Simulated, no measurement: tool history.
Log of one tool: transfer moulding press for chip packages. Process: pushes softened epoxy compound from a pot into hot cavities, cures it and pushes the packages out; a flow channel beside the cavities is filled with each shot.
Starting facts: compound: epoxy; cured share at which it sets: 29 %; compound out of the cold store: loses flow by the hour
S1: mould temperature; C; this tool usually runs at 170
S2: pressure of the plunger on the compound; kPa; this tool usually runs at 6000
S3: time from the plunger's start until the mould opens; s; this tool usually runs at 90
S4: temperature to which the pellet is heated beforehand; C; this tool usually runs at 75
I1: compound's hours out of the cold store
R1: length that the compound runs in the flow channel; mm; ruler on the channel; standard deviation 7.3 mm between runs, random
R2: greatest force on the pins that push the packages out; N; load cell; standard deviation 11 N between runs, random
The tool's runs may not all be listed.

{"run": 1, "day": 0.0, "S1": 170, "S2": 6000, "S3": 90, "S4": 75, "I1": 46.3, "R1": 729, "R2": 477}
{"run": 2, "day": 2.083, "S1": 170, "S2": 6000, "S3": 90, "S4": 75, "I1": 33.2, "R1": 771, "R2": 485}
{"day": 2.946, "done": "cavities cleaned with cleaning compound and waxed"}
{"day": 4.467, "done": "plunger's sealing rings changed"}
{"run": 3, "day": 5.304, "S1": 170, "S2": 6000, "S3": 90, "S4": 75, "I1": 8.3, "R1": 913, "R2": 514}
{"day": 6.238, "done": "cavities cleaned with cleaning compound and waxed"}
{"run": 4, "day": 8.788, "S1": 170, "S2": 6000, "S3": 90, "S4": 75, "I1": 33.7, "R1": 797, "R2": 494}
{"day": 9.462, "done": "cavities cleaned with cleaning compound and waxed"}
{"run": 5, "day": 12.333, "S1": 170, "S2": 6840, "S3": 90, "S4": 75, "I1": 42.8, "R1": 803, "R2": 481}
{"day": 12.733, "done": "cavities cleaned with cleaning compound and waxed"}
{"run": 6, "day": 14.883, "S1": 170, "S2": 6840, "S3": 90, "S4": 75, "I1": 26.6, "R1": 872, "R2": 485}
{"day": 15.833, "done": "plunger's sealing rings changed"}
{"day": 15.896, "done": "cavities cleaned with cleaning compound and waxed"}
{"run": 7, "day": 16.879, "S1": 170, "S2": 6840, "S3": 90, "S4": 75, "I1": 35, "R1": 837, "R2": 466}
{"day": 18.467, "done": "mould's thermocouples calibrated"}
{"day": 19.221, "done": "cavities cleaned with cleaning compound and waxed"}
{"run": 8, "day": 20.271, "S1": 170, "S2": 6840, "S3": 84, "S4": 75, "I1": 30.4, "R1": 864, "R2": 588}
{"day": 22.279, "done": "cavities cleaned with cleaning compound and waxed"}
{"run": 9, "day": 23.933, "S1": 170, "S2": 6840, "S3": 84, "S4": 75, "I1": 41.1, "R1": 808, "R2": 544}
{"day": 25.392, "done": "cavities cleaned with cleaning compound and waxed"}
{"day": 27.296, "done": "plunger's sealing rings changed"}
{"run": 10, "day": 27.508, "S1": 170, "S2": 6840, "S3": 84, "S4": 75, "I1": 11.8, "R1": 944, "R2": 617}
{"day": 28.712, "done": "cavities cleaned with cleaning compound and waxed"}
{"run": 11, "day": 30.429, "S1": 170, "S2": 6840, "S3": 84, "S4": 75, "I1": 33, "R1": 839, "R2": 561}
{"day": 31.946, "done": "cavities cleaned with cleaning compound and waxed"}
{"run": 12, "day": 33.792, "S1": 174, "S2": 6840, "S3": 84, "S4": 75, "I1": 31.3, "R1": 834, "R2": 439}
{"day": 35.017, "done": "cavities cleaned with cleaning compound and waxed"}
{"run": 13, "day": 35.362, "S1": 174, "S2": 6840, "S3": 84, "S4": 75, "I1": 39.1, "R1": 799, "R2": 438}
{"day": 38.254, "done": "cavities cleaned with cleaning compound and waxed"}
{"day": 38.738, "done": "plunger's sealing rings changed"}
{"run": 14, "day": 38.904, "S1": 174, "S2": 6840, "S3": 84, "S4": 75, "I1": 20.7, "R1": 869, "R2": 458}
{"day": 41.471, "done": "cavities cleaned with cleaning compound and waxed"}
{"run": 15, "day": 41.983, "S1": 167, "S2": 6840, "S3": 84, "S4": 81, "I1": 46, "R1": 808, "R2": 680}
{"run": 16, "day": 44.454, "S1": 167, "S2": 6840, "S3": 84, "S4": 81, "I1": 32.3, "R1": 859, "R2": 725}
{"day": 44.733, "done": "cavities cleaned with cleaning compound and waxed"}
{"run": 17, "day": 46.621, "S1": 170, "S2": 6000, "S3": 90, "S4": 66, "I1": 29.6, "R1": 807, "R2": 507}
{"day": 47.833, "done": "mould's thermocouples calibrated"}
{"day": 47.896, "done": "cavities cleaned with cleaning compound and waxed"}
{"day": 50.15, "done": "plunger's sealing rings changed"}
{"run": 18, "day": 50.275, "S1": 170, "S2": 6000, "S3": 90, "S4": 66, "I1": 25.3, "R1": 819, "R2": 515}
{"day": 51.283, "done": "cavities cleaned with cleaning compound and waxed"}
{"run": 19, "day": 53.483, "S1": 167, "S2": 6460, "S3": 90, "S4": 75, "I1": 38.1, "R1": 820, "R2": 610}
{"day": 54.371, "done": "cavities cleaned with cleaning compound and waxed"}
{"run": 20, "day": 55.846, "S1": 166, "S2": 6000, "S3": 118, "S4": 79, "I1": 14.4, "R1": 900, "R2": 426}
{"day": 57.517, "done": "cavities cleaned with cleaning compound and waxed"}
{"run": 21, "day": 57.671, "S1": 166, "S2": 6000, "S3": 118, "S4": 79, "I1": 20.2, "R1": 873, "R2": 405}
{"day": 60.588, "done": "cavities cleaned with cleaning compound and waxed"}
{"run": 22, "day": 60.721, "S1": 177, "S2": 5810, "S3": 92, "S4": 82, "I1": 28.3, "R1": 769, "R2": 344}
{"day": 61.679, "done": "plunger's sealing rings changed"}
{"run": 23, "day": 62.392, "S1": 170, "S2": 6280, "S3": 105, "S4": 75, "I1": 13.8, "R1": 895, "R2": 402}
{"day": 63.892, "done": "cavities cleaned with cleaning compound and waxed"}
{"run": 24, "day": 65.212, "S1": 170, "S2": 6280, "S3": 106, "S4": 75, "I1": 26.5, "R1": 856, "R2": 387}
{"day": 67.046, "done": "cavities cleaned with cleaning compound and waxed"}
{"run": 25, "day": 68.025, "S1": 170, "S2": 6280, "S3": 106, "S4": 75, "I1": 47.2, "R1": 753, "R2": 404}
{"day": 70.3, "done": "cavities cleaned with cleaning compound and waxed"}
{"run": 26, "day": 70.354, "S1": 163, "S2": 6280, "S3": 106, "S4": 82, "I1": 47.3, "R1": 783, "R2": 552}

Consider 3 possible next runs. They are alternatives, not a sequence: every one starts from the tool as it was left by run 26. What does each give?
{"run": "A", "day": 72.696, "S1": 163, "S2": 6570, "S3": 84, "S4": 84, "I1": 26.4, "R1": "?", "R2": "?"}
{"run": "B", "day": 72.696, "S1": 163, "S2": 6280, "S3": 126, "S4": 82, "I1": 31.9, "R1": "?", "R2": "?"}
{"run": "C", "day": 72.696, "S1": 178, "S2": 6350, "S3": 107, "S4": 75, "I1": 28.1, "R1": "?", "R2": "?"}

run=A R1=888 R2=944
run=B R1=850 R2=442
run=C R1=806 R2=348
With no hidden state in the tool, these same runs would have given:
run=A R1=889 R2=928
run=B R1=851 R2=434
run=C R1=807 R2=341

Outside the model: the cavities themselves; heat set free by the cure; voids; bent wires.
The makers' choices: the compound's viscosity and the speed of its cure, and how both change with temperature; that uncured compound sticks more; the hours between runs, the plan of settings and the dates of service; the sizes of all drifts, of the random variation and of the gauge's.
